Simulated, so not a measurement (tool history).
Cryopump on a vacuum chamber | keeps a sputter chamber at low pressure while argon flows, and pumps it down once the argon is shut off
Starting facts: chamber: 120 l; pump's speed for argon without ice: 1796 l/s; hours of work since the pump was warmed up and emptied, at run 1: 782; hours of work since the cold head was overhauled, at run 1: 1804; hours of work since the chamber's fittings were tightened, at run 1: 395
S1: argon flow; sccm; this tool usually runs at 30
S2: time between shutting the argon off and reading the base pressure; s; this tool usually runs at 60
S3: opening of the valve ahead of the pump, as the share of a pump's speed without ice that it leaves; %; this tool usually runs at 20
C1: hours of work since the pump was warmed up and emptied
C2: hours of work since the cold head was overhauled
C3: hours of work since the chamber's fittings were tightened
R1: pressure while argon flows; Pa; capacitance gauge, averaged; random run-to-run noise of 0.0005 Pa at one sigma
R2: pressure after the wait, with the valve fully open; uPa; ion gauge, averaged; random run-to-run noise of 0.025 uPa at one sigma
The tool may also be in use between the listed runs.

Run 1, hour 0.0: usual settings; C1 782; C2 1804; C3 395. Result: R1 0.1461 Pa, R2 1.21 uPa.
Run 2, hour 81.2: usual settings but S1 37 sccm; C1 847; C2 1869; C3 460. Result: R1 0.1790 Pa, R2 1.25 uPa.
Run 3, hour 135.5: usual settings but S2 83 s; C1 891; C2 1912; C3 504. Result: R1 0.1464 Pa, R2 0.99 uPa.
Run 4, hour 206.8: usual settings but S2 83 s; C1 948; C2 1969; C3 561. Result: R1 0.1460 Pa, R2 1.02 uPa.
At hour 221.7: pump warmed up, emptied and cooled again.
Run 5, hour 291.9: usual settings but S2 290 s; C1 56; C2 2033; C3 625. Result: R1 0.1425 Pa, R2 0.52 uPa.
Run 6, hour 350.8: usual settings but S2 290 s; C1 103; C2 2081; C3 672. Result: R1 0.1428 Pa, R2 0.58 uPa.
Run 7, hour 415.3: usual settings but S2 20 s; C1 155; C2 2132; C3 724. Result: R1 0.1435 Pa, R2 3.12 uPa.
Run 8, hour 465.5: usual settings; C1 195; C2 2172; C3 764. Result: R1 0.1437 Pa, R2 1.34 uPa.
Run 9, hour 509.7: usual settings but S3 43 %; C1 231; C2 2208; C3 799. Result: R1 0.0675 Pa, R2 1.32 uPa.
Run 10, hour 580.0: usual settings; C1 287; C2 2264; C3 855. Result: R1 0.1440 Pa, R2 1.35 uPa.
Run 11, hour 652.9: usual settings but S2 90 s; C1 345; C2 2322; C3 914. Result: R1 0.1436 Pa, R2 1.10 uPa.
Run 12, hour 697.4: usual settings but S2 90 s; C1 381; C2 2358; C3 949. Result: R1 0.1438 Pa, R2 1.08 uPa.
Run 13, hour 771.9: usual settings; C1 441; C2 2418; C3 1009. Result: R1 0.1438 Pa, R2 1.36 uPa.
Run 14, hour 809.4: usual settings; C1 471; C2 2448; C3 1039. Result: R1 0.1454 Pa, R2 1.41 uPa.
Run 15, hour 865.7: usual settings but S1 21 sccm, S3 57 %; C1 516; C2 2493; C3 1084. Result: R1 0.0369 Pa, R2 1.44 uPa.
Run 16, hour 935.3: usual settings but S2 235 s, S3 34 %; C1 571; C2 2549; C3 1140. Result: R1 0.0866 Pa, R2 0.80 uPa.
Run 17, hour 975.2: usual settings but S1 26 sccm, S2 32 s, S3 34 %; C1 603; C2 2581; C3 1172. Result: R1 0.0755 Pa, R2 2.28 uPa.
Run 18, hour 1046.4: usual settings but S1 15 sccm, S2 23 s; C1 660; C2 2638; C3 1229. Result: R1 0.0730 Pa, R2 2.80 uPa.
Run 19, hour 1128.2: usual settings but S3 53 %; C1 726; C2 2703; C3 1294. Result: R1 0.0581 Pa, R2 1.60 uPa.
Run 20, hour 1167.6: usual settings but S1 34 sccm, S3 39 %; C1 757; C2 2735; C3 1326. Result: R1 0.0879 Pa, R2 1.58 uPa.
Run 21, hour 1246.5: usual settings but S1 34 sccm, S3 39 %; C1 821; C2 2798; C3 1389. Result: R1 0.0878 Pa, R2 1.56 uPa.
Run 22, hour 1285.4: usual settings but S3 18 %; C1 852; C2 2829; C3 1420. Result: R1 0.1622 Pa, R2 1.59 uPa.
Run 23, hour 1345.8: usual settings but S1 17 sccm; C1 900; C2 2877; C3 1469. Result: R1 0.0836 Pa, R2 1.63 uPa.
Run 24, hour 1384.6: usual settings but S1 46 sccm, S2 25 s, S3 16 %; C1 931; C2 2908; C3 1500. Result: R1 0.2794 Pa, R2 2.81 uPa.
At hour 1422.9: pump warmed up, emptied and cooled again.
Run 25, hour 1470.9: usual settings but S1 46 sccm, S2 25 s, S3 16 %; C1 38; C2 2973; C3 1565. Result: R1 0.2744 Pa, R2 2.85 uPa.
Run 26, hour 1546.9: usual settings but S1 18 sccm, S2 25 s, S3 37 %; C1 99; C2 3034; C3 1626. Result: R1 0.0471 Pa, R2 2.79 uPa.
Run 27, hour 1618.9: usual settings but S2 250 s, S3 28 %; C1 157; C2 3092; C3 1683. Result: R1 0.1026 Pa, R2 0.92 uPa.
Run 28, hour 1667.3: usual settings but S1 36 sccm, S2 172 s, S3 28 %; C1 196; C2 3131; C3 1722. Result: R1 0.1238 Pa, R2 1.08 uPa.

Alternative continuations, all from the tool just after run 28; predict every row:
Run A, hour 1707.9: usual settings but S1 36 sccm, S2 63 s, S3 39 %; C1 228; C2 3163; C3 1754. Result: R1 ?, R2 ?.
Run B, hour 1707.9: usual settings but S2 54 s, S3 46 %; C1 228; C2 3163; C3 1754. Result: R1 ?, R2 ?.
Run C, hour 1707.9: usual settings but S1 20 sccm, S2 22 s, S3 51 %; C1 228; C2 3163; C3 1754. Result: R1 ?, R2 ?.
Run D, hour 1707.9: usual settings but S1 19 sccm, S3 23 %; C1 228; C2 3163; C3 1754. Result: R1 ?, R2 ?.

run      R1    R2
  A  0.0903  1.62
  B  0.0639  1.69
  C  0.0387  3.24
  D  0.0795  1.69
The same runs, with their run-to-run variation unchanged, on a tool lacking any hidden condition would have given:
run      R1    R2
  A  0.0870  1.02
  B  0.0611  1.11
  C  0.0368  2.64
  D  0.0777  1.10
